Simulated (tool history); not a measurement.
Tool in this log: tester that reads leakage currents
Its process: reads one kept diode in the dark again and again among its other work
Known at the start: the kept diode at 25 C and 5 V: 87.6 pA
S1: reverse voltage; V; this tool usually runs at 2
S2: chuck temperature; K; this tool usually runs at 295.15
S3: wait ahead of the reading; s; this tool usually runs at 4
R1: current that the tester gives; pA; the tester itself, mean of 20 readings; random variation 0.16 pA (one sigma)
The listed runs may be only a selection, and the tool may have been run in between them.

| run | hour | S1 | S2 | S3 | R1 |
|---|---|---|---|---|---|
| 1 | 0 | 2 | 295.15 | 4 | 49.37 |
| 2 | 161.9 | 2 | 295.15 | 4 | 49.1 |
| 3 | 299.7 | 2 | 295.15 | 4 | 48.49 |
| 4 | 452.1 | 2 | 295.15 | 4 | 47.88 |
| 5 | 601.1 | 2 | 295.15 | 4 | 47.61 |
|  | 676.7 | chuck's temperature calibrated |
| 6 | 694 | 2 | 295.15 | 4 | 44.49 |
| 7 | 828 | 2 | 295.15 | 4 | 43.61 |
| 8 | 986.7 | 2 | 295.15 | 4 | 43.51 |
|  | 1018.8 | probe card cleaned and baked |
| 9 | 1132.2 | 2 | 295.15 | 4 | 38.51 |
|  | 1195.7 | chuck's temperature calibrated, once more |
| 10 | 1287.5 | 2 | 295.15 | 4 | 50.44 |
| 11 | 1422.9 | 2 | 295.15 | 0.55 | 51.2 |
| 12 | 1541.8 | 2 | 295.15 | 0.55 | 51.07 |
| 13 | 1659.2 | 15.11 | 301.15 | 4 | 165.66 |
| 14 | 1818.1 | 15.11 | 301.15 | 4 | 164.55 |
| 15 | 1887.8 | 15.11 | 301.15 | 4 | 164.62 |
| 16 | 2028.7 | 4.22 | 311.15 | 4 | 239.22 |
| 17 | 2121.5 | 4.22 | 311.15 | 4 | 235.14 |
| 18 | 2224.9 | 4.22 | 311.15 | 4 | 234.23 |
| 19 | 2358.6 | 4.56 | 326.15 | 2.94 | 757.47 |
| 20 | 2508 | 4.56 | 326.15 | 7.4 | 746.23 |
| 21 | 2646.5 | 4.56 | 326.15 | 7.4 | 741.85 |
| 22 | 2771.7 | 4.56 | 326.15 | 7.4 | 735.63 |

For run 23, what comes out?
|  | 2816.1 | chuck's temperature calibrated |
| 23 | 2926 | 4.56 | 326.15 | 7.4 | ? |

R1: 822.58 pA
Were there no unlogged condition in the tool, this run, its random variation unchanged, would have produced R1 816.07 pA.
